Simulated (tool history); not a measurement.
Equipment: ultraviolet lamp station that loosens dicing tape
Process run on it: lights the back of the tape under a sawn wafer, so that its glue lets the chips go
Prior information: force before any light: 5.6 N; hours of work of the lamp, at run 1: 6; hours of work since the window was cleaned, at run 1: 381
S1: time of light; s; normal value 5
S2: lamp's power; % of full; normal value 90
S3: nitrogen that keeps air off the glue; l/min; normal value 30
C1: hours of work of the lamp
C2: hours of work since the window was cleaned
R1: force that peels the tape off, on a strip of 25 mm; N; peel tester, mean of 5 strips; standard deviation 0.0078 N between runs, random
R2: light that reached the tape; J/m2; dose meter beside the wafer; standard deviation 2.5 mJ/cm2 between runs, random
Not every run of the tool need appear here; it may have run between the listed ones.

{"run": 1, "day": 0.0, "S1": 5, "S2": 90, "S3": 30, "C1": 6, "C2": 381, "R1": 0.299, "R2": 3020}
{"run": 2, "day": 0.3, "S1": 5, "S2": 90, "S3": 30, "C1": 9, "C2": 385, "R1": 0.284, "R2": 3030}
{"run": 3, "day": 0.638, "S1": 5, "S2": 90, "S3": 30, "C1": 13, "C2": 389, "R1": 0.3, "R2": 3000}
{"run": 4, "day": 1.054, "S1": 5, "S2": 90, "S3": 30, "C1": 18, "C2": 394, "R1": 0.305, "R2": 2970}
{"run": 5, "day": 1.658, "S1": 5, "S2": 90, "S3": 30, "C1": 25, "C2": 400, "R1": 0.306, "R2": 3040}
{"run": 6, "day": 2.1, "S1": 5, "S2": 90, "S3": 30, "C1": 30, "C2": 405, "R1": 0.298, "R2": 3010}
{"run": 7, "day": 2.421, "S1": 5, "S2": 90, "S3": 30, "C1": 33, "C2": 409, "R1": 0.304, "R2": 3020}
{"run": 8, "day": 2.962, "S1": 5, "S2": 90, "S3": 30, "C1": 39, "C2": 415, "R1": 0.297, "R2": 3090}
{"run": 9, "day": 3.279, "S1": 5, "S2": 90, "S3": 30, "C1": 43, "C2": 419, "R1": 0.28, "R2": 3040}
{"run": 10, "day": 3.596, "S1": 5, "S2": 90, "S3": 30, "C1": 47, "C2": 422, "R1": 0.298, "R2": 3040}
{"run": 11, "day": 3.888, "S1": 5, "S2": 90, "S3": 30, "C1": 50, "C2": 426, "R1": 0.297, "R2": 3040}
{"run": 12, "day": 4.508, "S1": 5, "S2": 90, "S3": 30, "C1": 57, "C2": 433, "R1": 0.287, "R2": 3040}
{"run": 13, "day": 5.179, "S1": 5, "S2": 90, "S3": 30, "C1": 65, "C2": 441, "R1": 0.286, "R2": 3040}
{"run": 14, "day": 5.629, "S1": 5, "S2": 90, "S3": 30, "C1": 70, "C2": 446, "R1": 0.299, "R2": 3060}
{"run": 15, "day": 6.179, "S1": 5, "S2": 67, "S3": 30, "C1": 76, "C2": 452, "R1": 0.59, "R2": 2270}
{"run": 16, "day": 6.6, "S1": 5, "S2": 66, "S3": 30, "C1": 81, "C2": 457, "R1": 0.595, "R2": 2230}
{"run": 17, "day": 7.042, "S1": 5, "S2": 66, "S3": 30, "C1": 86, "C2": 462, "R1": 0.582, "R2": 2230}
{"run": 18, "day": 7.433, "S1": 5, "S2": 90, "S3": 30, "C1": 90, "C2": 466, "R1": 0.291, "R2": 3000}
{"run": 19, "day": 8.108, "S1": 5, "S2": 90, "S3": 30, "C1": 98, "C2": 474, "R1": 0.294, "R2": 3030}
{"run": 20, "day": 8.658, "S1": 5, "S2": 83, "S3": 30, "C1": 104, "C2": 480, "R1": 0.355, "R2": 2760}
{"run": 21, "day": 9.188, "S1": 5, "S2": 83, "S3": 30, "C1": 110, "C2": 486, "R1": 0.352, "R2": 2800}
{"run": 22, "day": 9.546, "S1": 5, "S2": 83, "S3": 39, "C1": 115, "C2": 490, "R1": 0.28, "R2": 2810}
{"run": 23, "day": 10.133, "S1": 2, "S2": 83, "S3": 50, "C1": 121, "C2": 497, "R1": 1.336, "R2": 1120}
{"run": 24, "day": 10.508, "S1": 8, "S2": 90, "S3": 24, "C1": 125, "C2": 501, "R1": 0.135, "R2": 4830}
{"run": 25, "day": 10.842, "S1": 8, "S2": 90, "S3": 24, "C1": 129, "C2": 505, "R1": 0.135, "R2": 4860}
{"day": 11.375, "done": "window cleaned of glue's vapour"}
{"run": 26, "day": 11.45, "S1": 4, "S2": 100, "S3": 11, "C1": 136, "C2": 1, "R1": 0.922, "R2": 2700}
{"run": 27, "day": 11.767, "S1": 9, "S2": 76, "S3": 30, "C1": 140, "C2": 4, "R1": 0.117, "R2": 4600}
{"run": 28, "day": 12.075, "S1": 2, "S2": 80, "S3": 16, "C1": 143, "C2": 8, "R1": 2.313, "R2": 1070}
{"run": 29, "day": 12.642, "S1": 2, "S2": 66, "S3": 16, "C1": 150, "C2": 14, "R1": 2.709, "R2": 870}

Estimate the outcome of run 30 from the log above:
{"run": 30, "day": 13.183, "S1": 4, "S2": 78, "S3": 15, "C1": 156, "C2": 21, "R1": "?", "R2": "?"}

{"run 30": {"R1": 1.111, "R2": 2140}}
If the tool had no hidden condition, the same run with the same run-to-run variation would have returned R1 1.111 N, R2 2140 J/m2.

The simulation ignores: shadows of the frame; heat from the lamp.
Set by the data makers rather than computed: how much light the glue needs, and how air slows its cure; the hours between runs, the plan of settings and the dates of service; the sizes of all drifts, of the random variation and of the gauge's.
